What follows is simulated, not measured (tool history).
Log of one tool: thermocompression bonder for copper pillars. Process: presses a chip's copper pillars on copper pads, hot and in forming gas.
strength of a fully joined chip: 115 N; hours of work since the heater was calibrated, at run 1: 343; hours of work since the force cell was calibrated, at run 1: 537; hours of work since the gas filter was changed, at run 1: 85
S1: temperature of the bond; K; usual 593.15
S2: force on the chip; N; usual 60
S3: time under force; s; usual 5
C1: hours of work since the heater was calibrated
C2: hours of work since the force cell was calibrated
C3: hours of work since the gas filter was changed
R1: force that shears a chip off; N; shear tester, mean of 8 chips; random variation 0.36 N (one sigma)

run 1 hour=0 | S1=593.15 S2=60 S3=5 | C1=343 C2=537 C3=85 | R1=66.2
run 2 hour=25.7 | S1=593.15 S2=60 S3=5 | C1=358 C2=553 C3=101 | R1=65.7
run 3 hour=43.5 | S1=593.15 S2=60 S3=3 | C1=369 C2=563 C3=111 | R1=55.3
run 4 hour=76.3 | S1=573.15 S2=60 S3=5 | C1=389 C2=583 C3=131 | R1=53
run 5 hour=108.2 | S1=593.15 S2=60 S3=14 | C1=408 C2=603 C3=151 | R1=88
run 6 hour=132.2 | S1=594.15 S2=60 S3=5 | C1=423 C2=617 C3=165 | R1=66.3
run 7 hour=157.1 | S1=583.15 S2=60 S3=5 | C1=438 C2=633 C3=181 | R1=59
-- hour=161.8 heater calibrated with a thermocouple chip
run 8 hour=173.4 | S1=593.15 S2=60 S3=7 | C1=7 C2=641 C3=189 | R1=74.4
run 9 hour=192.7 | S1=593.15 S2=60 S3=7 | C1=19 C2=653 C3=201 | R1=74.4
run 10 hour=221.5 | S1=593.15 S2=60 S3=7 | C1=36 C2=670 C3=218 | R1=74.7
run 11 hour=251.1 | S1=593.15 S2=60 S3=7 | C1=54 C2=688 C3=236 | R1=74.4
run 12 hour=280.1 | S1=593.15 S2=60 S3=7 | C1=72 C2=706 C3=254 | R1=73.8
run 13 hour=296 | S1=593.15 S2=60 S3=7 | C1=82 C2=716 C3=264 | R1=74.1
-- hour=312.1 heater calibrated with a thermocouple chip, once more
run 14 hour=314.5 | S1=593.15 S2=60 S3=7 | C1=1 C2=726 C3=274 | R1=70.2
run 15 hour=329.2 | S1=603.15 S2=76 S3=12 | C1=10 C2=735 C3=283 | R1=98.3
run 16 hour=357.6 | S1=600.15 S2=76 S3=12 | C1=28 C2=752 C3=300 | R1=97
run 17 hour=371.3 | S1=589.15 S2=47 S3=10 | C1=36 C2=760 C3=308 | R1=60.1
run 18 hour=387.3 | S1=589.15 S2=71 S3=10 | C1=46 C2=770 C3=318 | R1=85.4
run 19 hour=405.2 | S1=608.15 S2=65 S3=3 | C1=57 C2=781 C3=329 | R1=67.4
run 20 hour=424.8 | S1=608.15 S2=65 S3=3 | C1=68 C2=793 C3=341 | R1=67.5
run 21 hour=456.9 | S1=608.15 S2=65 S3=3 | C1=88 C2=812 C3=360 | R1=68.3
run 22 hour=474.6 | S1=593.15 S2=58 S3=6 | C1=99 C2=823 C3=371 | R1=65.5
run 23 hour=494.5 | S1=593.15 S2=49 S3=10 | C1=111 C2=835 C3=383 | R1=65.4
run 24 hour=521.3 | S1=593.15 S2=49 S3=10 | C1=127 C2=851 C3=399 | R1=64.7
run 25 hour=552 | S1=593.15 S2=49 S3=10 | C1=146 C2=870 C3=418 | R1=65.5

The same runs without the tool's hidden state, with the same run-to-run variation:
The hidden state here: true temperature of the bond over the reading, C; force that reaches the chip, % of what is set; oxide that the forming gas leaves, % of the face; drift of the gauge itself on shear_n, %.
run=1 R1=63.2
run=2 R1=62.6
run=3 R1=52.3
run=4 R1=49.8
run=5 R1=85.3
run=6 R1=63.1
run=7 R1=55.6
run=8 R1=69.9
run=9 R1=69.9
run=10 R1=70.1
run=11 R1=69.8
run=12 R1=69.2
run=13 R1=69.5
run=14 R1=69.8
run=15 R1=99.7
run=16 R1=98.3
run=17 R1=59.3
run=18 R1=85.6
run=19 R1=66.8
run=20 R1=66.8
run=21 R1=67.6
run=22 R1=64.6
run=23 R1=64.5
run=24 R1=63.8
run=25 R1=64.6

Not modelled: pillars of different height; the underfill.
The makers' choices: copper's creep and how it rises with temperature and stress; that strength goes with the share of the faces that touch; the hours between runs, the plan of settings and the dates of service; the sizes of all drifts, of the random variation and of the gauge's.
